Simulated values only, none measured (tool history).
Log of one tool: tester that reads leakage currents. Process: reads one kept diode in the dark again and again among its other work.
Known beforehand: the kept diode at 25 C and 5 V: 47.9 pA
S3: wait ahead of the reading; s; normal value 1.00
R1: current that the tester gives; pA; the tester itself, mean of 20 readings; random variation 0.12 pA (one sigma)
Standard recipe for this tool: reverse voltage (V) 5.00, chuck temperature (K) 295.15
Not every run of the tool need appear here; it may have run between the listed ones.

run 1 hour=0.0 | reverse_voltage_(V)=5.00 chuck_temperature_(K)=295.15 S3=1.00 | R1=39.59
run 2 hour=49.2 | reverse_voltage_(V)=5.00 chuck_temperature_(K)=295.15 S3=1.00 | R1=39.77
-- hour=72.2 chuck's temperature calibrated
run 3 hour=75.8 | reverse_voltage_(V)=5.00 chuck_temperature_(K)=295.15 S3=1.00 | R1=45.70
run 4 hour=123.4 | reverse_voltage_(V)=5.00 chuck_temperature_(K)=295.15 S3=1.59 | R1=45.40
run 5 hour=146.3 | reverse_voltage_(V)=3.92 chuck_temperature_(K)=295.15 S3=1.00 | R1=39.44
run 6 hour=187.5 | reverse_voltage_(V)=3.92 chuck_temperature_(K)=295.15 S3=1.00 | R1=39.51
run 7 hour=221.4 | reverse_voltage_(V)=3.92 chuck_temperature_(K)=295.15 S3=1.00 | R1=39.53
run 8 hour=275.2 | reverse_voltage_(V)=3.92 chuck_temperature_(K)=295.15 S3=1.00 | R1=39.70
run 9 hour=325.3 | reverse_voltage_(V)=3.92 chuck_temperature_(K)=295.15 S3=1.00 | R1=39.70
run 10 hour=360.6 | reverse_voltage_(V)=3.92 chuck_temperature_(K)=295.15 S3=1.00 | R1=39.87
run 11 hour=388.7 | reverse_voltage_(V)=7.37 chuck_temperature_(K)=305.15 S3=2.49 | R1=117.17
run 12 hour=411.6 | reverse_voltage_(V)=15.60 chuck_temperature_(K)=300.15 S3=1.37 | R1=131.08
run 13 hour=442.8 | reverse_voltage_(V)=1.25 chuck_temperature_(K)=332.15 S3=0.87 | R1=315.89
run 14 hour=497.6 | reverse_voltage_(V)=1.25 chuck_temperature_(K)=332.15 S3=0.87 | R1=317.08
run 15 hour=546.8 | reverse_voltage_(V)=1.25 chuck_temperature_(K)=332.15 S3=0.87 | R1=315.51
run 16 hour=593.4 | reverse_voltage_(V)=1.25 chuck_temperature_(K)=332.15 S3=0.87 | R1=313.43
run 17 hour=638.9 | reverse_voltage_(V)=1.25 chuck_temperature_(K)=305.15 S3=0.87 | R1=42.91
run 18 hour=671.6 | reverse_voltage_(V)=5.00 chuck_temperature_(K)=305.15 S3=1.00 | R1=93.79
run 19 hour=718.9 | reverse_voltage_(V)=1.54 chuck_temperature_(K)=305.15 S3=2.68 | R1=48.22
run 20 hour=756.4 | reverse_voltage_(V)=1.54 chuck_temperature_(K)=305.15 S3=2.68 | R1=48.18

Branching from run 20: 5 alternative next runs. What would each branch give?
run A hour=807.2 | reverse_voltage_(V)=5.00 chuck_temperature_(K)=328.15 S3=1.00 | R1=?
run B hour=807.2 | reverse_voltage_(V)=1.12 chuck_temperature_(K)=329.15 S3=3.06 | R1=?
run C hour=807.2 | reverse_voltage_(V)=1.54 chuck_temperature_(K)=305.15 S3=4.23 | R1=?
run D hour=807.2 | reverse_voltage_(V)=6.69 chuck_temperature_(K)=295.15 S3=1.36 | R1=?
run E hour=807.2 | reverse_voltage_(V)=3.91 chuck_temperature_(K)=305.15 S3=0.50 | R1=?

run=A R1=491.29
run=B R1=239.75
run=C R1=47.80
run=D R1=56.61
run=E R1=81.99
The same runs, with their run-to-run variation unchanged, on a tool lacking any hidden condition would have given:
run=A R1=502.92
run=B R1=248.48
run=C R1=46.74
run=D R1=43.82
run=E R1=77.08
